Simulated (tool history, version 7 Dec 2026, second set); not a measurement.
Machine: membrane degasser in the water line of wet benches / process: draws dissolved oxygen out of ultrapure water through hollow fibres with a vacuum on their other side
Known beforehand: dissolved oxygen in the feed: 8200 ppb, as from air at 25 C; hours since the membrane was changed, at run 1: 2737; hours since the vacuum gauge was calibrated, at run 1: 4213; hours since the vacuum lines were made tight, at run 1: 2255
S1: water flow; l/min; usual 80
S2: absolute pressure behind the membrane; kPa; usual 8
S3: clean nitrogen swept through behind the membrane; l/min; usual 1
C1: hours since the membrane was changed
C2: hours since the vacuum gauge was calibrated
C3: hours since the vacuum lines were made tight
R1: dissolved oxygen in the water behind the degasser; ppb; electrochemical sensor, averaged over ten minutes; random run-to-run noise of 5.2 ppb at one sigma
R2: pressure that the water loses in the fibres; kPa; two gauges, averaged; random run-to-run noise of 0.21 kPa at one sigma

| run | hour | S1 | S2 | S3 | C1 | C2 | C3 | R1 | R2 |
|---|---|---|---|---|---|---|---|---|---|
| 1 | 0 | 80 | 8 | 1 | 2737 | 4213 | 2255 | 650 | 51.74 |
| 2 | 45.3 | 80 | 8 | 1 | 2783 | 4259 | 2300 | 644.4 | 51.67 |
| 3 | 103.8 | 80 | 8 | 1 | 2841 | 4317 | 2359 | 647.2 | 51.38 |
| 4 | 195.2 | 80 | 18.85 | 1 | 2932 | 4409 | 2450 | 1807.5 | 51.53 |
| 5 | 269.1 | 80 | 18.85 | 1 | 3006 | 4482 | 2524 | 1764.1 | 51.7 |
| 6 | 361.4 | 80 | 18.85 | 1 | 3099 | 4575 | 2616 | 1794.6 | 51.47 |
| 7 | 450.9 | 80 | 8 | 1 | 3188 | 4664 | 2706 | 649.5 | 51.75 |
| 8 | 538.6 | 80 | 8 | 2.54 | 3276 | 4752 | 2793 | 329.3 | 51.78 |
|  | 582.4 | vacuum gauge calibrated |
| 9 | 593.6 | 80 | 8 | 2.54 | 3330 | 11 | 2848 | 309.5 | 51.97 |
| 10 | 643.9 | 80 | 8 | 2.54 | 3381 | 62 | 2898 | 312 | 52.02 |
| 11 | 738 | 80 | 8.19 | 2.54 | 3475 | 156 | 2992 | 324.3 | 51.88 |
| 12 | 796.9 | 80 | 8 | 1 | 3534 | 215 | 3051 | 613.2 | 51.95 |
| 13 | 845.1 | 80 | 8 | 1 | 3582 | 263 | 3099 | 621.9 | 52.24 |
| 14 | 908 | 80 | 8 | 1 | 3645 | 326 | 3162 | 612.7 | 51.79 |
| 15 | 1007 | 80 | 8 | 1 | 3744 | 425 | 3261 | 613 | 51.85 |
| 16 | 1070 | 80 | 8 | 1 | 3807 | 488 | 3324 | 624.3 | 52.03 |
| 17 | 1148.2 | 88 | 5.95 | 1 | 3885 | 566 | 3403 | 388.4 | 57.31 |
| 18 | 1203.8 | 125 | 8 | 1.37 | 3941 | 621 | 3458 | 688.1 | 81.69 |
| 19 | 1249.1 | 125 | 8 | 1.37 | 3986 | 667 | 3503 | 696.1 | 81.21 |
| 20 | 1326.2 | 89 | 6.76 | 0.61 | 4063 | 744 | 3581 | 676 | 57.82 |
| 21 | 1405.7 | 85 | 8 | 0.59 | 4143 | 823 | 3660 | 867.3 | 55.1 |
| 22 | 1451 | 108 | 17.43 | 0.66 | 4188 | 869 | 3705 | 2412.8 | 70.91 |
| 23 | 1501.2 | 108 | 17.43 | 0.66 | 4238 | 919 | 3756 | 2420.9 | 70.53 |
| 24 | 1595.6 | 80 | 6.76 | 1.78 | 4332 | 1013 | 3850 | 316.7 | 52.44 |
| 25 | 1683.4 | 80 | 6.76 | 1.78 | 4420 | 1101 | 3938 | 315.1 | 52.14 |
| 26 | 1742.2 | 80 | 9.03 | 0.42 | 4479 | 1160 | 3997 | 1162.3 | 52.04 |
| 27 | 1797.8 | 60 | 9.03 | 0.53 | 4535 | 1215 | 4052 | 910.4 | 39.28 |
| 28 | 1877.9 | 60 | 9.03 | 0.53 | 4615 | 1296 | 4132 | 917.6 | 39.29 |
| 29 | 1929.5 | 60 | 9.03 | 0.53 | 4666 | 1347 | 4184 | 904.9 | 39.06 |
| 30 | 2026.6 | 127 | 12.73 | 2.26 | 4763 | 1444 | 4281 | 936.9 | 82.52 |
| 31 | 2111.2 | 127 | 5.38 | 2.26 | 4848 | 1529 | 4366 | 260.1 | 83.25 |
| 32 | 2183.8 | 49 | 7.99 | 1.82 | 4921 | 1601 | 4438 | 279 | 32.11 |

Predict each of these 4 candidate next runs independently; none follows another, all start after run 32:
| A | 2277.5 | 67 | 14.46 | 0.69 | 5014 | 1695 | 4532 | ? | ? |
| B | 2277.5 | 89 | 8 | 0.99 | 5014 | 1695 | 4532 | ? | ? |
| C | 2277.5 | 82 | 16.92 | 0.81 | 5014 | 1695 | 4532 | ? | ? |
| D | 2277.5 | 49 | 8.87 | 1.82 | 5014 | 1695 | 4532 | ? | ? |

| run | R1 | R2 |
|---|---|---|
| A | 1526 | 44.06 |
| B | 672.9 | 58.11 |
| C | 1819.5 | 53.57 |
| D | 323.3 | 32.25 |
The same runs, with their run-to-run variation unchanged, on a tool lacking any hidden condition would have given:
| run | R1 | R2 |
|---|---|---|
| A | 1512.6 | 42.8 |
| B | 655.2 | 56.45 |
| C | 1806.6 | 52.04 |
| D | 315.3 | 31.34 |
